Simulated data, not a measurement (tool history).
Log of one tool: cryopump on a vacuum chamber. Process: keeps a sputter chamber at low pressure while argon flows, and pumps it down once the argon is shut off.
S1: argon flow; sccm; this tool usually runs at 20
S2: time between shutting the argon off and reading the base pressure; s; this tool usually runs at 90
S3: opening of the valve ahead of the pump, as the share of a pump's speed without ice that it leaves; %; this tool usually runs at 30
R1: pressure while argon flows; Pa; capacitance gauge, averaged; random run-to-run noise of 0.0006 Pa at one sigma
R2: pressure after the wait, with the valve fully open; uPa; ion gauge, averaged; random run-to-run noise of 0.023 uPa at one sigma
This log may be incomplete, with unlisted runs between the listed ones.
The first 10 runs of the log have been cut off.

| run | hour | S1 | S2 | S3 | R1 | R2 |
|---|---|---|---|---|---|---|
| 11 | 223.1 | 20 | 90 | 19 | 0.1325 | 1.70 |
| 12 | 247.3 | 20 | 90 | 19 | 0.1320 | 1.60 |
| 13 | 264.5 | 20 | 90 | 19 | 0.1340 | 1.62 |
| 14 | 284.6 | 20 | 90 | 19 | 0.1332 | 1.63 |
| 15 | 316.6 | 20 | 90 | 19 | 0.1330 | 1.71 |
| 16 | 336.1 | 20 | 90 | 19 | 0.1327 | 1.60 |
| 17 | 353.8 | 20 | 90 | 19 | 0.1332 | 1.71 |
| 18 | 369.8 | 25 | 21 | 15 | 0.2089 | 3.37 |
| 19 | 400.5 | 30 | 21 | 30 | 0.1286 | 3.47 |
| 20 | 427.4 | 19 | 225 | 18 | 0.1336 | 1.42 |
| 21 | 451.5 | 19 | 225 | 18 | 0.1336 | 1.44 |
| 22 | 479.2 | 20 | 197 | 27 | 0.0945 | 1.50 |
| 23 | 496.3 | 20 | 197 | 27 | 0.0957 | 1.49 |
| 24 | 529.1 | 19 | 197 | 27 | 0.0900 | 1.48 |
| 25 | 552.2 | 22 | 90 | 19 | 0.1484 | 1.79 |
| 26 | 581.1 | 22 | 90 | 19 | 0.1486 | 1.85 |
| 27 | 609.6 | 22 | 90 | 19 | 0.1468 | 1.84 |
| 28 | 631.2 | 22 | 90 | 19 | 0.1484 | 1.80 |
| 29 | 651.8 | 27 | 106 | 23 | 0.1508 | 1.78 |
| 30 | 683.0 | 9 | 105 | 31 | 0.0376 | 1.74 |
| 31 | 710.8 | 10 | 33 | 16 | 0.0799 | 2.71 |

Predict the results of run 32:
| 32 | 744.1 | 10 | 46 | 16 | ? | ? |

Logged for run 32: R1 0.0799 Pa, R2 2.39 uPa.
With the hidden condition absent and the run-to-run variation left alone, this run would have shown R1 0.0767 Pa, R2 1.25 uPa.

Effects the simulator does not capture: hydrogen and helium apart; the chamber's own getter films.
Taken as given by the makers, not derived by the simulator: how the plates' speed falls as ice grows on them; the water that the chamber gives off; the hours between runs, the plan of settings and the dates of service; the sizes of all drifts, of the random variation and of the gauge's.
